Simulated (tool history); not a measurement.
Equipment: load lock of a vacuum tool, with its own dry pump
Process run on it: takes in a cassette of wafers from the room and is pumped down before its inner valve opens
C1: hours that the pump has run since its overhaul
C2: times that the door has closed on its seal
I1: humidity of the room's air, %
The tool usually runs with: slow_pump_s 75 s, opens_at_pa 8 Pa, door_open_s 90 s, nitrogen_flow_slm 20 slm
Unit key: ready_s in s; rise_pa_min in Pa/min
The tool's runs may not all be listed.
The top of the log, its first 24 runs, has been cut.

{"run": 25, "day": 133.196, "slow_pump_s": 58, "opens_at_pa": 7, "door_open_s": 40, "nitrogen_flow_slm": 20, "C1": 1663, "C2": 39484, "I1": 43, "ready_s": 136.4, "rise_pa_min": 0.027}
{"run": 26, "day": 137.146, "slow_pump_s": 75, "opens_at_pa": 7, "door_open_s": 46, "nitrogen_flow_slm": 20, "C1": 1758, "C2": 39851, "I1": 43.7, "ready_s": 149.9, "rise_pa_min": 0.037}
{"run": 27, "day": 142.362, "slow_pump_s": 75, "opens_at_pa": 7, "door_open_s": 46, "nitrogen_flow_slm": 20, "C1": 1883, "C2": 40336, "I1": 47.5, "ready_s": 148.8, "rise_pa_min": 0.037}
{"run": 28, "day": 148.812, "slow_pump_s": 75, "opens_at_pa": 7, "door_open_s": 46, "nitrogen_flow_slm": 20, "C1": 2038, "C2": 40936, "I1": 44.1, "ready_s": 147.5, "rise_pa_min": 0.039}
{"run": 29, "day": 152.85, "slow_pump_s": 122, "opens_at_pa": 7, "door_open_s": 46, "nitrogen_flow_slm": 18, "C1": 2135, "C2": 41311, "I1": 44.6, "ready_s": 184, "rise_pa_min": 0.035}
{"run": 30, "day": 159.45, "slow_pump_s": 122, "opens_at_pa": 6, "door_open_s": 64, "nitrogen_flow_slm": 18, "C1": 2293, "C2": 41924, "I1": 44.8, "ready_s": 184.8, "rise_pa_min": 0.035}
{"run": 31, "day": 165.971, "slow_pump_s": 75, "opens_at_pa": 15, "door_open_s": 65, "nitrogen_flow_slm": 20, "C1": 2449, "C2": 42531, "I1": 45.5, "ready_s": 139.5, "rise_pa_min": 0.039}
{"run": 32, "day": 170.696, "slow_pump_s": 98, "opens_at_pa": 8, "door_open_s": 68, "nitrogen_flow_slm": 20, "C1": 2563, "C2": 42970, "I1": 45, "ready_s": 163.3, "rise_pa_min": 0.042}
{"run": 33, "day": 176.608, "slow_pump_s": 48, "opens_at_pa": 8, "door_open_s": 68, "nitrogen_flow_slm": 9, "C1": 2705, "C2": 43520, "I1": 42.8, "ready_s": 126.1, "rise_pa_min": 0.053}
{"run": 34, "day": 181.304, "slow_pump_s": 48, "opens_at_pa": 14, "door_open_s": 34, "nitrogen_flow_slm": 9, "C1": 2817, "C2": 43957, "I1": 45.2, "ready_s": 120.8, "rise_pa_min": 0.042}
{"run": 35, "day": 184.712, "slow_pump_s": 48, "opens_at_pa": 14, "door_open_s": 34, "nitrogen_flow_slm": 9, "C1": 2899, "C2": 44273, "I1": 44.9, "ready_s": 120.9, "rise_pa_min": 0.038}
{"run": 36, "day": 188.396, "slow_pump_s": 75, "opens_at_pa": 10, "door_open_s": 90, "nitrogen_flow_slm": 45, "C1": 2988, "C2": 44616, "I1": 46.1, "ready_s": 142.9, "rise_pa_min": 0.03}

Here are 5 independent what-if runs from the current tool condition. What would each one return?
{"run": "A", "day": 195.696, "slow_pump_s": 75, "opens_at_pa": 9, "door_open_s": 27, "nitrogen_flow_slm": 26, "C1": 3163, "C2": 45294, "I1": 45.7, "ready_s": "?", "rise_pa_min": "?"}
{"run": "B", "day": 195.696, "slow_pump_s": 75, "opens_at_pa": 14, "door_open_s": 90, "nitrogen_flow_slm": 45, "C1": 3163, "C2": 45294, "I1": 42.4, "ready_s": "?", "rise_pa_min": "?"}
{"run": "C", "day": 195.696, "slow_pump_s": 68, "opens_at_pa": 8, "door_open_s": 48, "nitrogen_flow_slm": 6, "C1": 3163, "C2": 45294, "I1": 46.9, "ready_s": "?", "rise_pa_min": "?"}
{"run": "D", "day": 195.696, "slow_pump_s": 75, "opens_at_pa": 8, "door_open_s": 90, "nitrogen_flow_slm": 5, "C1": 3163, "C2": 45294, "I1": 44.6, "ready_s": "?", "rise_pa_min": "?"}
{"run": "E", "day": 195.696, "slow_pump_s": 83, "opens_at_pa": 8, "door_open_s": 90, "nitrogen_flow_slm": 20, "C1": 3163, "C2": 45294, "I1": 46, "ready_s": "?", "rise_pa_min": "?"}

run=A ready_s=146.7 rise_pa_min=0.024
run=B ready_s=141.1 rise_pa_min=0.035
run=C ready_s=142.4 rise_pa_min=0.055
run=D ready_s=146.6 rise_pa_min=0.066
run=E ready_s=153.3 rise_pa_min=0.048
Take away the tool's hidden state, keep each run's random variation, and the runs would have read:
run=A ready_s=146.6 rise_pa_min=0.023
run=B ready_s=141 rise_pa_min=0.033
run=C ready_s=142.3 rise_pa_min=0.054
run=D ready_s=146.5 rise_pa_min=0.065
run=E ready_s=153.3 rise_pa_min=0.047
